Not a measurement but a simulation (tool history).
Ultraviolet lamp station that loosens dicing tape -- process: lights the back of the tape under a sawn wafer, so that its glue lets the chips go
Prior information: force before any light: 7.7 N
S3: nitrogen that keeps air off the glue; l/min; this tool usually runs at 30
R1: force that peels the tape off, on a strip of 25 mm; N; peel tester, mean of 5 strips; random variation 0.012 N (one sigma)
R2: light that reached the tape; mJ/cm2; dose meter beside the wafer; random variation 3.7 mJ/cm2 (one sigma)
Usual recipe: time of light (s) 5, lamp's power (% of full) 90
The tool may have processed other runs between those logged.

run 1 hour=0 | time_of_light_(s)=5 lamp's_power_(%_of_full)=90 S3=30 | R1=0.569 R2=637
run 2 hour=23.8 | time_of_light_(s)=5 lamp's_power_(%_of_full)=60 S3=30 | R1=1.237 R2=424
run 3 hour=41.8 | time_of_light_(s)=5 lamp's_power_(%_of_full)=60 S3=30 | R1=1.265 R2=421
run 4 hour=59.5 | time_of_light_(s)=5 lamp's_power_(%_of_full)=60 S3=30 | R1=1.206 R2=420
run 5 hour=75.7 | time_of_light_(s)=3 lamp's_power_(%_of_full)=90 S3=30 | R1=1.419 R2=384
run 6 hour=99.4 | time_of_light_(s)=3 lamp's_power_(%_of_full)=90 S3=30 | R1=1.451 R2=384
run 7 hour=126.3 | time_of_light_(s)=5 lamp's_power_(%_of_full)=72 S3=30 | R1=0.864 R2=506
run 8 hour=151.6 | time_of_light_(s)=5 lamp's_power_(%_of_full)=72 S3=30 | R1=0.907 R2=510
run 9 hour=170.6 | time_of_light_(s)=5 lamp's_power_(%_of_full)=90 S3=27 | R1=0.625 R2=632
run 10 hour=182.9 | time_of_light_(s)=5 lamp's_power_(%_of_full)=90 S3=27 | R1=0.641 R2=627
run 11 hour=196.6 | time_of_light_(s)=3 lamp's_power_(%_of_full)=90 S3=27 | R1=1.557 R2=381
run 12 hour=213.9 | time_of_light_(s)=3 lamp's_power_(%_of_full)=90 S3=27 | R1=1.501 R2=376
run 13 hour=231.9 | time_of_light_(s)=2 lamp's_power_(%_of_full)=90 S3=30 | R1=2.425 R2=253
run 14 hour=256.1 | time_of_light_(s)=2 lamp's_power_(%_of_full)=90 S3=30 | R1=2.438 R2=251
run 15 hour=282.8 | time_of_light_(s)=2 lamp's_power_(%_of_full)=90 S3=30 | R1=2.443 R2=253
run 16 hour=298.8 | time_of_light_(s)=5 lamp's_power_(%_of_full)=90 S3=30 | R1=0.552 R2=633
run 17 hour=316.2 | time_of_light_(s)=5 lamp's_power_(%_of_full)=90 S3=30 | R1=0.555 R2=627
run 18 hour=340.5 | time_of_light_(s)=5 lamp's_power_(%_of_full)=90 S3=30 | R1=0.581 R2=632
run 19 hour=366.5 | time_of_light_(s)=5 lamp's_power_(%_of_full)=90 S3=30 | R1=0.593 R2=634
run 20 hour=393.4 | time_of_light_(s)=3 lamp's_power_(%_of_full)=90 S3=30 | R1=1.479 R2=383
run 21 hour=419.4 | time_of_light_(s)=5 lamp's_power_(%_of_full)=70 S3=30 | R1=0.963 R2=488
-- hour=438.9 window cleaned of glue's vapour
run 22 hour=448.3 | time_of_light_(s)=5 lamp's_power_(%_of_full)=90 S3=50 | R1=0.402 R2=633
run 23 hour=466.7 | time_of_light_(s)=5 lamp's_power_(%_of_full)=90 S3=50 | R1=0.407 R2=625
run 24 hour=486 | time_of_light_(s)=5 lamp's_power_(%_of_full)=82 S3=31 | R1=0.694 R2=576
run 25 hour=499.3 | time_of_light_(s)=3 lamp's_power_(%_of_full)=66 S3=23 | R1=2.417 R2=279
run 26 hour=512.3 | time_of_light_(s)=10 lamp's_power_(%_of_full)=98 S3=46 | R1=0.18 R2=1387
run 27 hour=533 | time_of_light_(s)=10 lamp's_power_(%_of_full)=60 S3=42 | R1=0.262 R2=846
run 28 hour=555.2 | time_of_light_(s)=2 lamp's_power_(%_of_full)=90 S3=47 | R1=2.096 R2=251
run 29 hour=572.3 | time_of_light_(s)=2 lamp's_power_(%_of_full)=90 S3=47 | R1=2.072 R2=250
run 30 hour=598.8 | time_of_light_(s)=4 lamp's_power_(%_of_full)=66 S3=14 | R1=2.206 R2=373
run 31 hour=619.7 | time_of_light_(s)=8 lamp's_power_(%_of_full)=66 S3=43 | R1=0.342 R2=743
run 32 hour=640.5 | time_of_light_(s)=8 lamp's_power_(%_of_full)=90 S3=13 | R1=0.431 R2=1010
run 33 hour=659.5 | time_of_light_(s)=4 lamp's_power_(%_of_full)=69 S3=29 | R1=1.412 R2=391
run 34 hour=677.9 | time_of_light_(s)=2 lamp's_power_(%_of_full)=68 S3=12 | R1=4.288 R2=191
run 35 hour=705.9 | time_of_light_(s)=2 lamp's_power_(%_of_full)=68 S3=12 | R1=4.293 R2=190
run 36 hour=734.3 | time_of_light_(s)=2 lamp's_power_(%_of_full)=68 S3=12 | R1=4.188 R2=192
run 37 hour=750.7 | time_of_light_(s)=5 lamp's_power_(%_of_full)=63 S3=10 | R1=2.069 R2=438
run 38 hour=768.3 | time_of_light_(s)=5 lamp's_power_(%_of_full)=65 S3=51 | R1=0.785 R2=459
run 39 hour=795.8 | time_of_light_(s)=5 lamp's_power_(%_of_full)=67 S3=10 | R1=1.957 R2=467
run 40 hour=817.2 | time_of_light_(s)=5 lamp's_power_(%_of_full)=67 S3=10 | R1=1.956 R2=468
run 41 hour=844.2 | time_of_light_(s)=5 lamp's_power_(%_of_full)=93 S3=10 | R1=1.276 R2=652
run 42 hour=868.1 | time_of_light_(s)=3 lamp's_power_(%_of_full)=79 S3=37 | R1=1.584 R2=330

Branching from run 42: 3 alternative next runs. What would each branch give?
run A hour=889.2 | time_of_light_(s)=3 lamp's_power_(%_of_full)=76 S3=26 | R1=? R2=?
run B hour=889.2 | time_of_light_(s)=5 lamp's_power_(%_of_full)=66 S3=30 | R1=? R2=?
run C hour=889.2 | time_of_light_(s)=3 lamp's_power_(%_of_full)=83 S3=43 | R1=? R2=?

run=A R1=2.039 R2=323
run=B R1=1.017 R2=462
run=C R1=1.317 R2=352
The same runs, with their run-to-run variation unchanged, on a tool lacking any hidden condition would have given:
run=A R1=2.032 R2=324
run=B R1=1.012 R2=463
run=C R1=1.311 R2=353
